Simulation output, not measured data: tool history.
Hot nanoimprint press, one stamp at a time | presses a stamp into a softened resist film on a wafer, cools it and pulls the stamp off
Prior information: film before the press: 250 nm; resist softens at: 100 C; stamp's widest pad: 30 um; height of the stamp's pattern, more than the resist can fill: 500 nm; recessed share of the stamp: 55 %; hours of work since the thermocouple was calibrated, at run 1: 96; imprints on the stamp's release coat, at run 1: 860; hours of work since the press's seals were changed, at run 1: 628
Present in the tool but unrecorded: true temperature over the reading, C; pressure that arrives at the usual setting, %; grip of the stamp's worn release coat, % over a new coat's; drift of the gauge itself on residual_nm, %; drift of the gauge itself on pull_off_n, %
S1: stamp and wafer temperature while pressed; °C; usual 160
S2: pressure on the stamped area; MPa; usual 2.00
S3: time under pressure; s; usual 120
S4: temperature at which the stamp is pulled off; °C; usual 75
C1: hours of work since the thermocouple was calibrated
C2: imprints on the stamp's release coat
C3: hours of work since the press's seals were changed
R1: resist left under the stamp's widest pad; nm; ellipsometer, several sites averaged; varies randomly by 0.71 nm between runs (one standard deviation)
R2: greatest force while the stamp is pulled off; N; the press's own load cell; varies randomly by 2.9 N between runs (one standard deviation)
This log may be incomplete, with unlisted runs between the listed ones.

run 1 hour=0.0 | S1=160 S2=2.00 S3=120 S4=75 | C1=96 C2=860 C3=628 | R1=146.9 R2=177
run 2 hour=41.3 | S1=160 S2=2.00 S3=120 S4=75 | C1=124 C2=967 C3=655 | R1=145.2 R2=185
run 3 hour=69.0 | S1=160 S2=2.00 S3=120 S4=69 | C1=142 C2=1038 C3=674 | R1=146.9 R2=220
-- hour=114.5 press's hydraulic seals changed and the load cell set to zero
run 4 hour=134.0 | S1=160 S2=2.61 S3=120 S4=75 | C1=180 C2=1186 C3=13 | R1=124.9 R2=195
run 5 hour=164.4 | S1=160 S2=2.61 S3=120 S4=75 | C1=200 C2=1265 C3=33 | R1=124.8 R2=201
run 6 hour=193.7 | S1=160 S2=1.50 S3=120 S4=75 | C1=219 C2=1341 C3=52 | R1=164.9 R2=198
run 7 hour=253.4 | S1=160 S2=1.50 S3=120 S4=75 | C1=259 C2=1496 C3=92 | R1=163.2 R2=216
run 8 hour=293.4 | S1=160 S2=1.50 S3=120 S4=75 | C1=285 C2=1600 C3=118 | R1=164.0 R2=220
run 9 hour=324.8 | S1=160 S2=1.50 S3=120 S4=75 | C1=306 C2=1681 C3=139 | R1=163.4 R2=224
run 10 hour=376.5 | S1=160 S2=1.50 S3=120 S4=75 | C1=340 C2=1815 C3=173 | R1=159.5 R2=236
run 11 hour=424.7 | S1=168 S2=1.50 S3=120 S4=75 | C1=372 C2=1940 C3=205 | R1=135.9 R2=244
-- hour=456.4 plate thermocouple calibrated
run 12 hour=467.7 | S1=168 S2=1.50 S3=120 S4=75 | C1=7 C2=2044 C3=232 | R1=139.0 R2=250
-- hour=499.9 stamp cleaned and given a new release coat
run 13 hour=499.9 | S1=168 S2=1.50 S3=120 S4=75 | C1=25 C2=0 C3=249 | R1=138.7 R2=134
run 14 hour=525.6 | S1=168 S2=1.50 S3=120 S4=75 | C1=42 C2=67 C3=266 | R1=138.0 R2=137
run 15 hour=577.1 | S1=168 S2=1.50 S3=120 S4=75 | C1=76 C2=200 C3=300 | R1=138.3 R2=139
run 16 hour=618.9 | S1=159 S2=1.50 S3=120 S4=61 | C1=104 C2=309 C3=328 | R1=167.1 R2=191
run 17 hour=658.6 | S1=159 S2=1.50 S3=120 S4=61 | C1=130 C2=411 C3=354 | R1=167.8 R2=196
run 18 hour=694.7 | S1=159 S2=2.71 S3=120 S4=65 | C1=154 C2=505 C3=378 | R1=127.2 R2=191
run 19 hour=741.0 | S1=159 S2=2.71 S3=120 S4=65 | C1=184 C2=625 C3=408 | R1=126.5 R2=202
run 20 hour=789.4 | S1=160 S2=2.00 S3=172 S4=75 | C1=216 C2=751 C3=440 | R1=129.0 R2=173
run 21 hour=836.2 | S1=157 S2=3.01 S3=120 S4=67 | C1=247 C2=872 C3=471 | R1=126.8 R2=200
run 22 hour=894.1 | S1=157 S2=3.01 S3=120 S4=67 | C1=285 C2=1022 C3=510 | R1=125.5 R2=219
run 23 hour=924.8 | S1=157 S2=3.01 S3=120 S4=67 | C1=306 C2=1102 C3=530 | R1=125.7 R2=228
run 24 hour=979.9 | S1=159 S2=1.46 S3=203 S4=83 | C1=342 C2=1245 C3=566 | R1=145.5 R2=162
run 25 hour=1006.9 | S1=160 S2=2.02 S3=67 S4=75 | C1=360 C2=1315 C3=584 | R1=165.4 R2=191
run 26 hour=1040.6 | S1=159 S2=2.00 S3=120 S4=75 | C1=382 C2=1402 C3=606 | R1=144.6 R2=200
-- hour=1056.5 plate thermocouple calibrated
run 27 hour=1090.8 | S1=160 S2=2.00 S3=66 S4=75 | C1=23 C2=1525 C3=638 | R1=173.1 R2=215
run 28 hour=1128.0 | S1=168 S2=1.37 S3=227 S4=64 | C1=47 C2=1621 C3=662 | R1=121.1 R2=277

4 ways to go on from here, each from the tool as it stands after run 28. What would each give?
run A hour=1172.7 | S1=155 S2=2.00 S3=120 S4=66 | C1=77 C2=1737 C3=692 | R1=? R2=?
run B hour=1172.7 | S1=154 S2=1.37 S3=227 S4=64 | C1=77 C2=1737 C3=692 | R1=? R2=?
run C hour=1172.7 | S1=160 S2=2.00 S3=127 S4=75 | C1=77 C2=1737 C3=692 | R1=? R2=?
run D hour=1172.7 | S1=168 S2=1.37 S3=129 S4=65 | C1=77 C2=1737 C3=692 | R1=? R2=?

run=A R1=166.8 R2=273
run=B R1=171.5 R2=278
run=C R1=144.9 R2=232
run=D R1=143.0 R2=277
Stripped of hidden state, with their random variation kept, the same runs would have yielded:
run=A R1=165.7 R2=157
run=B R1=171.0 R2=160
run=C R1=143.7 R2=134
run=D R1=142.4 R2=159

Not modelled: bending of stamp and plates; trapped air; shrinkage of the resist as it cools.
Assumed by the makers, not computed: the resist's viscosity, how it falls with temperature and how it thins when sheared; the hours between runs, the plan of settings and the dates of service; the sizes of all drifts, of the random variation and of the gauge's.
